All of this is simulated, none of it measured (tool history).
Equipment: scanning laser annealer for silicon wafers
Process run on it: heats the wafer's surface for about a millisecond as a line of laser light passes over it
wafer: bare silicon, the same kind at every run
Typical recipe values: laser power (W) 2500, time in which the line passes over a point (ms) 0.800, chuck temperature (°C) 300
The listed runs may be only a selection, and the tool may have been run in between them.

run,hour,laser power (W),time in which the line passes over a point (ms),chuck temperature (°C),highest temperature of the surface (°C)
1,0.0,2500,0.800,300,1002
2,14.8,2500,0.800,300,1005
3,23.1,2500,0.800,300,1004
4,32.8,2500,0.800,300,999
5,47.5,2500,0.800,300,998
6,61.8,2500,0.800,300,998
7,76.8,2500,0.800,300,999
8,88.3,2500,0.800,300,1000
9,98.8,2500,0.716,300,966
10,109.5,2500,0.716,300,964
11,124.9,2500,0.716,300,963
12,134.0,2500,0.800,300,996
13,146.0,2500,0.800,300,1000
14,155.8,2500,0.800,300,997
15,170.3,2500,0.800,300,996
16,183.2,2500,0.800,300,994
17,198.1,2500,0.800,300,998
18,206.6,2500,0.800,300,995
19,221.4,2500,0.800,300,993
20,235.1,2500,0.800,300,993
21,250.5,2500,0.800,300,991
22,265.9,2500,0.614,300,919
23,273.7,2427,0.800,266,932
24,280.6,2153,0.577,310,815
25,287.0,2173,0.893,317,931
26,299.7,2714,0.578,324,985
27,308.0,2471,0.578,310,907
28,319.4,2471,0.578,310,903
29,332.8,2471,0.578,310,924
30,347.3,2471,0.578,310,921
31,355.4,2259,0.996,316,1011
32,371.2,2259,0.996,316,1015
33,381.2,2259,0.996,316,1012
34,389.9,2687,0.980,268,1114
35,402.3,2687,0.622,308,1005
36,418.1,2368,0.800,272,942
37,431.1,2368,0.800,272,938
38,446.4,2588,0.851,326,1088
39,453.8,2588,0.851,326,1084
40,466.7,2291,0.601,339,909
41,473.1,2291,0.601,339,906

Withheld: 1 entry from between the runs. Position of each, and hidden state at the listed run before versus the listed run after:
Logged between run 28 and run 29: optics aligned, line set to its width (hour 332.2)
  light that passes the window, % of a clean one's: 97.58 -> 97.56; width of the line over the set one, %: 4.85 -> 0.11
  difference, measured minus the result without the unlogged condition, highest temperature of the surface (°C): -36 -> -15
